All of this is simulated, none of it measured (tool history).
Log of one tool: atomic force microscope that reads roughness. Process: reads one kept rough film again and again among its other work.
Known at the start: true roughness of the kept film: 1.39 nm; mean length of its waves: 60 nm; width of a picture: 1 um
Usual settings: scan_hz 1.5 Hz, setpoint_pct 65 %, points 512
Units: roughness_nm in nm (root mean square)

run,hour,scan_hz,setpoint_pct,points,roughness_nm
1,0,1.5,65,512,1.299
# hour 9.9: new tip fitted
2,51.3,1.5,65,512,1.327
3,86.1,1.5,65,512,1.317
# hour 127.7: new tip fitted
4,138.6,1.5,65,512,1.332
5,172.1,1.5,65,512,1.317
6,222.8,1.5,59,512,1.324
# hour 246.9: new tip fitted
7,278.3,1.5,65,512,1.315
8,318.6,1.5,65,358,1.309
# hour 362.9: new tip fitted
9,374.6,1.5,65,512,1.334
10,417.2,1.5,65,512,1.317
11,472,1.5,65,512,1.304
# hour 479.9: new tip fitted
12,528.3,1.5,58,512,1.346
13,563,1.5,58,512,1.33
# hour 598.9: new tip fitted
14,611.3,2.11,65,512,1.318
15,646.4,1.5,65,539,1.323
16,700.6,2.97,67,902,1.264
# hour 716.6: new tip fitted
17,747.2,2.97,67,902,1.282
18,773.2,1.68,69,317,1.308
19,820.2,0.74,69,588,1.329
# hour 836.2: new tip fitted
20,856.8,1.26,65,512,1.339
21,910.5,1.76,66,485,1.311
# hour 953.9: new tip fitted
22,953.9,0.91,74,688,1.341
23,993.4,1.16,74,416,1.305
24,1018.9,1.16,74,416,1.313
25,1048.4,1.16,74,416,1.301
# hour 1071.7: new tip fitted
26,1095.4,1.07,65,390,1.346
27,1139,0.84,56,512,1.349
# hour 1188.2: new tip fitted
28,1189.8,2.33,56,512,1.341

Forecast each of these 5 alternatives for the next run:
A,1230.7,1.5,65,300,?
B,1230.7,3.46,86,259,?
C,1230.7,2.33,61,604,?
D,1230.7,0.62,56,270,?
E,1230.7,1.8,60,959,?

run,roughness_nm
A,1.333
B,1.097
C,1.32
D,1.367
E,1.338
Without the tool's hidden state the same runs would have given:
run,roughness_nm
A,1.332
B,1.097
C,1.319
D,1.366
E,1.338
